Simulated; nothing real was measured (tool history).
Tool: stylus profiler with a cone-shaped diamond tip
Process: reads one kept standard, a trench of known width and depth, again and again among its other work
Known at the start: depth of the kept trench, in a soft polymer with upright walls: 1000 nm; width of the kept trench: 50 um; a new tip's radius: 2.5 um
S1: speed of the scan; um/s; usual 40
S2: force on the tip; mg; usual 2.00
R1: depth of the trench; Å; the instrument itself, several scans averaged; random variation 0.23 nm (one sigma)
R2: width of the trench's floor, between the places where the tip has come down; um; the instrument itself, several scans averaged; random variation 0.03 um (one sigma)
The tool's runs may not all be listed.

| run | hour | S1 | S2 | R1 | R2 |
|---|---|---|---|---|---|
| 1 | 0.0 | 40 | 2.00 | 10097.1 | 44.74 |
| 2 | 71.4 | 96 | 2.00 | 10098.5 | 44.47 |
| 3 | 128.3 | 96 | 2.00 | 10100.4 | 44.33 |
| 4 | 177.6 | 40 | 2.00 | 10100.8 | 44.33 |
| 5 | 218.0 | 40 | 2.00 | 10107.9 | 44.33 |
| 6 | 293.1 | 40 | 2.00 | 10111.4 | 44.19 |
| 7 | 373.6 | 40 | 2.00 | 10113.0 | 44.07 |
| 8 | 461.1 | 40 | 5.66 | 10199.2 | 43.84 |
| 9 | 502.1 | 40 | 5.66 | 10200.2 | 43.79 |
|  | 508.2 | height scale calibrated on a step standard |
| 10 | 572.2 | 40 | 5.66 | 10220.7 | 43.63 |
| 11 | 633.7 | 112 | 2.06 | 10136.0 | 43.34 |
| 12 | 697.4 | 23 | 1.06 | 10108.0 | 43.41 |
| 13 | 759.4 | 23 | 1.06 | 10113.9 | 43.33 |
| 14 | 810.2 | 29 | 4.10 | 10196.3 | 43.26 |
| 15 | 888.0 | 29 | 4.10 | 10195.9 | 43.19 |
| 16 | 956.5 | 29 | 4.10 | 10195.1 | 43.06 |

4 ways to go on from here, each from the tool as it stands after run 16. What would each give?
|  | 980.1 | height scale calibrated on a step standard, once more |
| A | 1003.0 | 33 | 1.81 | ? | ? |
|  | 980.1 | height scale calibrated on a step standard, once more |
| B | 1003.0 | 152 | 2.61 | ? | ? |
|  | 980.1 | height scale calibrated on a step standard, once more |
| C | 1003.0 | 13 | 3.35 | ? | ? |
|  | 980.1 | height scale calibrated on a step standard, once more |
| D | 1003.0 | 21 | 1.64 | ? | ? |

| run | R1 | R2 |
|---|---|---|
| A | 10075.6 | 42.94 |
| B | 10096.5 | 42.58 |
| C | 10114.5 | 42.97 |
| D | 10071.2 | 42.93 |
Without the tool's hidden state the same runs would have given:
| run | R1 | R2 |
|---|---|---|
| A | 10075.9 | 45.91 |
| B | 10096.9 | 45.56 |
| C | 10114.8 | 45.94 |
| D | 10071.6 | 45.90 |
